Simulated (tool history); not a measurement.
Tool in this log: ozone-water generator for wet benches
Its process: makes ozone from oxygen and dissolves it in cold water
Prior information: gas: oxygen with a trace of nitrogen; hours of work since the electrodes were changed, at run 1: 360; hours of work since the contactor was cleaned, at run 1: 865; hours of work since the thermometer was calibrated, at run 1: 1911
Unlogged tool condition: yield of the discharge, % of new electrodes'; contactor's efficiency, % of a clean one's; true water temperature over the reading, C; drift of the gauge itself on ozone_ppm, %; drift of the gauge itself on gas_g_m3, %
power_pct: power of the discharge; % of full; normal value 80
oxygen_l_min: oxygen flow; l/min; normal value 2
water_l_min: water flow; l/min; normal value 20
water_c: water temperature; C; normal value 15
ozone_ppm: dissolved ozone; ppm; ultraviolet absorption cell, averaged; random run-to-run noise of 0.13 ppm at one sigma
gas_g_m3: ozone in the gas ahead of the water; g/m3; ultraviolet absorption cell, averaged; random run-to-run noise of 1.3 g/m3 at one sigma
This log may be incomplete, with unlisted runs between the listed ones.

run,hour,power_pct,oxygen_l_min,water_l_min,water_c,hours of work since the electrodes were changed,hours of work since the contactor was cleaned,hours of work since the thermometer was calibrated,ozone_ppm,gas_g_m3
1,0,80,2,20,15,360,865,1911,14.5,226.9
2,21,80,2,20,15,376,882,1928,14.7,228.2
3,38.3,80,2,20,15,390,895,1941,14.6,225.1
4,80.2,80,2,20,8,423,928,1974,15.4,224.4
5,119.4,80,2,20,8,454,959,2005,15.2,226.1
6,142.3,80,2,20,8,472,977,2023,15.4,225.9
7,167.5,80,2,20,8,491,997,2043,15.4,224.3
8,189,80,2,20,8,508,1013,2060,15.5,226.7
9,225.5,80,2,20,15,537,1042,2088,14.7,225.5
10,266.1,80,2,18,15,569,1074,2120,16.5,223.6
11,290.1,80,2,18,15,588,1093,2139,16.1,224.7
12,315.8,80,2,18,15,608,1113,2159,16.3,224.5
13,336.9,80,2,20,15,624,1130,2176,14.7,223.4
14,363.3,80,2,20,15,645,1150,2196,14.7,223.7
15,389.9,80,2,20,15,666,1171,2217,14.6,224.8
16,432.1,80,2,20,15,699,1204,2250,14.3,224.1
17,451.7,80,2,20,15,715,1220,2266,14.7,226
18,490.8,80,2,20,15,745,1250,2297,14.5,224.3
19,521.7,44,3.17,20,15,770,1275,2321,11.7,132
20,556.3,91,3.17,20,15,797,1302,2348,16.8,188.6
21,578.1,91,3.17,20,15,814,1319,2365,17.2,187.3
22,605.6,91,3.17,14,10,835,1341,2387,24.7,188.1
23,647.9,92,3.17,14,12,869,1374,2420,24.3,185.8
24,687.3,80,3.21,20,12,900,1405,2451,16.5,174.6
25,721,80,3.21,20,12,926,1431,2477,16.4,175.2
26,743.8,70,2.62,30,19,944,1449,2495,9.2,181.6
27,780.6,70,2.62,30,19,973,1478,2524,9.3,180.8
28,801.8,58,2.62,20,11,989,1495,2541,13.5,164.5
29,823,58,2.35,23,11,1006,1511,2557,11.1,174.5
30,855.9,80,2.49,20,14,1032,1537,2583,15.1,198.4
31,891.5,94,1.67,30,15,1060,1565,2611,9.3,263.4
32,920.6,80,3.46,21,15,1083,1588,2634,15.4,167.6
33,951.7,61,1.02,20,15,1107,1612,2658,10.1,276.6

Subtracting, for every run, the result it would have given without the tool's unlogged condition from the measured result gives the following. The same run-to-run variation enters both numbers; the gauge's scatter may not:
run,ozone_ppm,gas_g_m3
1,-0.3,-2.9
2,-0.3,-3
3,-0.4,-3
4,-0.3,-3.3
5,-0.3,-3.5
6,-0.4,-3.6
7,-0.3,-3.7
8,-0.4,-3.8
9,-0.4,-4.1
10,-0.4,-4.2
11,-0.5,-4.3
12,-0.4,-4.5
13,-0.5,-4.6
14,-0.4,-4.7
15,-0.4,-4.8
16,-0.5,-5.1
17,-0.5,-5.2
18,-0.5,-5.4
19,-0.3,-2.3
20,-0.6,-5.1
21,-0.7,-5.1
22,-0.9,-5.3
23,-1,-5.5
24,-0.7,-5
25,-0.6,-5.1
26,-0.4,-5.1
27,-0.4,-5.2
28,-0.5,-4.4
29,-0.4,-4.7
30,-0.7,-6.5
31,-0.5,-9.5
32,-0.7,-5.7
33,-0.5,-8.4
